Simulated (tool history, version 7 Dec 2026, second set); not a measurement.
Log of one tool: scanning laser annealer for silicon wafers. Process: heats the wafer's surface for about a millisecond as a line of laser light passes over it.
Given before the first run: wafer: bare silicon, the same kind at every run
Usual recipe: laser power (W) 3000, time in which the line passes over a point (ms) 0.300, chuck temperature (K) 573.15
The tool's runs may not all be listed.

run,day,laser power (W),time in which the line passes over a point (ms),chuck temperature (K),highest temperature of the surface (K)
1,0.000,3000,0.300,573.15,1317.15
2,0.204,3000,0.300,573.15,1314.15
3,0.596,3000,0.300,573.15,1316.15
4,0.879,3000,0.300,573.15,1317.15
5,1.238,3000,0.300,573.15,1314.15
6,1.538,3000,0.300,534.15,1274.15
7,1.929,3000,0.300,534.15,1273.15
8,2.262,3000,0.300,534.15,1270.15
9,2.467,2861,0.300,573.15,1284.15
10,2.650,2861,0.300,573.15,1282.15
11,3.025,2861,0.300,573.15,1282.15
12,3.262,2861,0.300,573.15,1283.15
13,3.592,3000,0.216,573.15,1211.15
14,3.908,3000,0.300,573.15,1310.15
15,4.100,3000,0.300,556.15,1294.15
16,4.317,3000,0.300,556.15,1293.15
17,4.658,3000,0.300,556.15,1293.15
18,5.129,3000,0.300,556.15,1303.15
19,5.296,3000,0.300,556.15,1303.15
20,5.508,3000,0.300,573.15,1318.15
21,5.896,3226,0.301,543.15,1340.15
22,6.188,3000,0.300,537.15,1279.15
23,6.425,2590,0.223,560.15,1134.15
24,6.783,3000,0.308,603.15,1355.15
25,7.012,3000,0.300,586.15,1330.15
26,7.200,3033,0.375,601.15,1427.15
27,7.488,3033,0.375,601.15,1427.15
28,7.821,3000,0.364,543.15,1348.15
29,7.992,3000,0.364,543.15,1347.15
30,8.192,3000,0.364,543.15,1348.15
31,8.458,3000,0.364,561.15,1368.15
32,8.771,3000,0.364,561.15,1367.15
33,9.008,2988,0.321,538.15,1298.15
34,9.392,2591,0.281,594.15,1227.15
35,9.771,2794,0.343,591.15,1327.15
36,9.979,3206,0.290,550.15,1329.15
37,10.171,3000,0.266,607.15,1311.15
38,10.375,2960,0.249,573.15,1249.15
39,10.629,2960,0.249,573.15,1248.15
40,10.858,3021,0.249,573.15,1261.15

Missing from the log above: 2 entries noted between runs. For each, name the pair of listed runs it sits between and say how the tool's hidden condition differs from the listed run just before to the listed run just after:
In the gap between runs 12 and 13: window over the wafer cleaned (day 3.383)
  light that passes the window, % of a clean one's: 99.03 -> 98.71; width of the line over the set one, %: 1.78 -> 1.79
  measured minus no-state result, highest temperature of the surface (K): -9.00 -> -10.00
In the gap between runs 17 and 18: window over the wafer cleaned, once more (day 4.804)
  light that passes the window, % of a clean one's: 98.63 -> 99.72; width of the line over the set one, %: 1.82 -> 1.84
  measured minus no-state result, highest temperature of the surface (K): -13.00 -> -5.00

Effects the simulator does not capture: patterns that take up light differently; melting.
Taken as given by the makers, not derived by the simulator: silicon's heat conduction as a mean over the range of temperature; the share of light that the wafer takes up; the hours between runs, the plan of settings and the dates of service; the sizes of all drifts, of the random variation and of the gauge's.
